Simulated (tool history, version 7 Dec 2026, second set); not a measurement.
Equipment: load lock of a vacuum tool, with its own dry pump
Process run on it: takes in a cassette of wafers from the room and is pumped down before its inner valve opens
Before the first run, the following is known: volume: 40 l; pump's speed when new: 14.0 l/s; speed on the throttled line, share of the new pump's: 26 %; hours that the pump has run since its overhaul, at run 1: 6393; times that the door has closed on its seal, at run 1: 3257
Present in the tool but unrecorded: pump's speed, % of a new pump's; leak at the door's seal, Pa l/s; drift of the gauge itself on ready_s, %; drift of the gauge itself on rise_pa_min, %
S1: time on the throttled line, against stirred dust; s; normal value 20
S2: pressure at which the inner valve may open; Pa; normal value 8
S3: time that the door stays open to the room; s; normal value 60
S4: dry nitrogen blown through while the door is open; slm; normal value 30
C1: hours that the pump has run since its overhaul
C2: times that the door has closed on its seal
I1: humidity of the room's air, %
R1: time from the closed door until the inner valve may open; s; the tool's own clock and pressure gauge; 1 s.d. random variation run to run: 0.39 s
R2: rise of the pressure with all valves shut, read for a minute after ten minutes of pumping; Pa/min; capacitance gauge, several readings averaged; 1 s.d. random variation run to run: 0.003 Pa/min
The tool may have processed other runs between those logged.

run 1 day=0 | S1=20 S2=8 S3=60 S4=30 | C1=6393 C2=3257 | I1=42.4 | R1=44.6 R2=0.042
run 2 day=9.925 | S1=20 S2=8 S3=60 S4=30 | C1=6632 C2=3655 | I1=45.7 | R1=44.6 R2=0.054
run 3 day=17.788 | S1=20 S2=8 S3=60 S4=30 | C1=6820 C2=3970 | I1=44.7 | R1=45.9 R2=0.047
run 4 day=23.367 | S1=20 S2=8 S3=60 S4=30 | C1=6954 C2=4194 | I1=44.8 | R1=45 R2=0.048
run 5 day=28.379 | S1=20 S2=8 S3=60 S4=30 | C1=7074 C2=4395 | I1=45.3 | R1=44.7 R2=0.05
run 6 day=33.6 | S1=20 S2=8 S3=60 S4=30 | C1=7200 C2=4604 | I1=47.3 | R1=45.6 R2=0.051
run 7 day=42.483 | S1=20 S2=8 S3=60 S4=30 | C1=7413 C2=4960 | I1=42.9 | R1=45.7 R2=0.048
run 8 day=51.308 | S1=20 S2=13 S3=60 S4=30 | C1=7625 C2=5314 | I1=42.8 | R1=43.3 R2=0.056
run 9 day=58.258 | S1=20 S2=13 S3=60 S4=30 | C1=7792 C2=5593 | I1=46.2 | R1=43.8 R2=0.057
run 10 day=67.967 | S1=20 S2=13 S3=60 S4=30 | C1=8025 C2=5982 | I1=44 | R1=44.4 R2=0.048
run 11 day=73.396 | S1=20 S2=13 S3=60 S4=30 | C1=8155 C2=6199 | I1=45.5 | R1=44.9 R2=0.057
run 12 day=78.929 | S1=20 S2=8 S3=60 S4=30 | C1=8288 C2=6421 | I1=43 | R1=46.8 R2=0.058
run 13 day=88.767 | S1=20 S2=8 S3=60 S4=30 | C1=8524 C2=6815 | I1=46.1 | R1=46.6 R2=0.06
run 14 day=100.25 | S1=20 S2=8 S3=60 S4=30 | C1=8799 C2=7276 | I1=47 | R1=46.4 R2=0.059
run 15 day=110.912 | S1=20 S2=8 S3=60 S4=30 | C1=9055 C2=7703 | I1=46.6 | R1=46 R2=0.072
run 16 day=116.817 | S1=20 S2=8 S3=60 S4=30 | C1=9197 C2=7940 | I1=43.2 | R1=47.1 R2=0.065
run 17 day=124.021 | S1=20 S2=8 S3=60 S4=30 | C1=9370 C2=8229 | I1=44.6 | R1=46.9 R2=0.073
run 18 day=133.283 | S1=14 S2=8 S3=49 S4=9 | C1=9592 C2=8600 | I1=50 | R1=42.9 R2=0.086
run 19 day=140.021 | S1=14 S2=15 S3=68 S4=14 | C1=9754 C2=8870 | I1=43.1 | R1=40.5 R2=0.078
run 20 day=148.162 | S1=35 S2=13 S3=68 S4=16 | C1=9949 C2=9196 | I1=45.5 | R1=55.9 R2=0.085
run 21 day=155.754 | S1=16 S2=9 S3=60 S4=29 | C1=10131 C2=9501 | I1=47.1 | R1=44.1 R2=0.075
run 22 day=166.312 | S1=14 S2=8 S3=84 S4=35 | C1=10385 C2=9924 | I1=46.6 | R1=43.8 R2=0.077
run 23 day=172.558 | S1=14 S2=15 S3=84 S4=23 | C1=10535 C2=10174 | I1=45.5 | R1=41.4 R2=0.089
-- day=180.812 dry pump taken out, an overhauled one fitted
run 24 day=180.821 | S1=12 S2=8 S3=60 S4=8 | C1=0 C2=10495 | I1=45 | R1=36.4 R2=0.098

Run 25 has not been measured yet. What should we expect?
run 25 day=190.992 | S1=12 S2=8 S3=60 S4=8 | C1=244 C2=10903 | I1=44.9 | R1=? R2=?

Run 25 gave R1 36.3 s, R2 0.095 Pa/min.
The same run, on a tool lacking any hidden state, would have yielded R1 36.1 s, R2 0.049 Pa/min.
